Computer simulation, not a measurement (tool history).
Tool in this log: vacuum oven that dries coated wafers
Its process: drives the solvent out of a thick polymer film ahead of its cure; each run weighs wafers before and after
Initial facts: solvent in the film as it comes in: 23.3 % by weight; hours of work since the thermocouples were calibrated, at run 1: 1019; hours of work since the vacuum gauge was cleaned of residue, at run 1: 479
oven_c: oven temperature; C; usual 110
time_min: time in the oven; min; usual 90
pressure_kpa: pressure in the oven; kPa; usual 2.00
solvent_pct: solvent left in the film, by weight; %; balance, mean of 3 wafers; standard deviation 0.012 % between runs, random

run	hour	oven_c	time_min	pressure_kpa	hours of work since the thermocouples were calibrated	hours of work since the vacuum gauge was cleaned of residue	solvent_pct
1	0.0	110	90	2.00	1019	479	1.40
2	14.3	110	109	2.00	1030	490	0.95
3	27.4	110	90	4.91	1040	500	1.96
4	43.1	110	94	2.00	1052	513	1.29
5	61.3	110	90	2.00	1067	527	1.43
6	78.4	110	90	2.00	1080	540	1.43
7	95.0	110	90	2.00	1093	553	1.42
8	111.3	110	90	2.00	1105	566	1.41
9	131.7	110	90	2.00	1121	581	1.42
10	141.3	110	90	2.00	1129	589	1.42
11	158.2	102	90	2.00	1142	602	2.94
12	170.3	110	90	2.00	1151	611	1.41
13	183.3	110	114	2.00	1161	622	0.89
14	204.0	110	89	2.00	1177	638	1.46
15	216.4	110	89	2.00	1187	647	1.46
16	227.3	110	89	2.00	1195	656	1.48
17	244.8	110	90	1.46	1209	669	1.33
18	264.2	116	90	2.00	1224	684	0.80
19	278.4	110	90	2.00	1235	695	1.44
20	296.2	121	90	2.00	1249	709	0.48
21	311.3	97	60	7.12	1261	721	8.02
22	325.3	122	108	7.12	1272	732	1.02
23	336.5	122	108	7.12	1280	741	1.01
24	356.1	120	50	5.86	1296	756	2.41
25	375.7	120	50	5.86	1311	771	2.36
26	395.6	118	106	2.00	1326	786	0.50
27	406.9	110	58	5.63	1335	795	3.91
28	422.9	101	90	3.23	1347	808	3.51
29	442.6	101	90	3.23	1363	823	3.51
30	454.0	101	90	3.23	1372	832	3.53
31	472.4	103	85	2.00	1386	846	3.01
32	482.2	114	90	2.00	1393	854	0.98
33	502.3	115	68	2.00	1409	869	1.61
34	510.9	110	90	1.71	1416	876	1.43
35	526.4	104	154	1.48	1428	888	0.83
36	535.5	121	76	3.20	1435	895	0.86
37	547.0	110	74	2.00	1444	904	2.17
38	557.2	112	90	1.54	1452	912	1.13

Selected run-to-run steps in solvent_pct, each split into two signed amounts: the part the tool would show with no hidden state at all (from settings, incoming material and random variation), and the remainder, which goes to the hidden state together with any gauge scatter not common to the measured and the hidden-state-free results:
The hidden state here: true wafer temperature over the reading, C; true pressure over the reading, kPa; drift of the gauge itself on solvent_pct, %.
Run 20 -> 21: oven_c 121 -> 97, time_min 90 -> 60, pressure_kpa 2.00 -> 7.12. solvent_pct +7.54 %: hidden state +0.42, all else +7.12.
Run 21 -> 22: oven_c 97 -> 122, time_min 60 -> 108. solvent_pct -7.00 %: hidden state -0.42, all else -6.58.
Run 26 -> 27: oven_c 118 -> 110, time_min 106 -> 58, pressure_kpa 2.00 -> 5.63. solvent_pct +3.41 %: hidden state +0.30, all else +3.11.
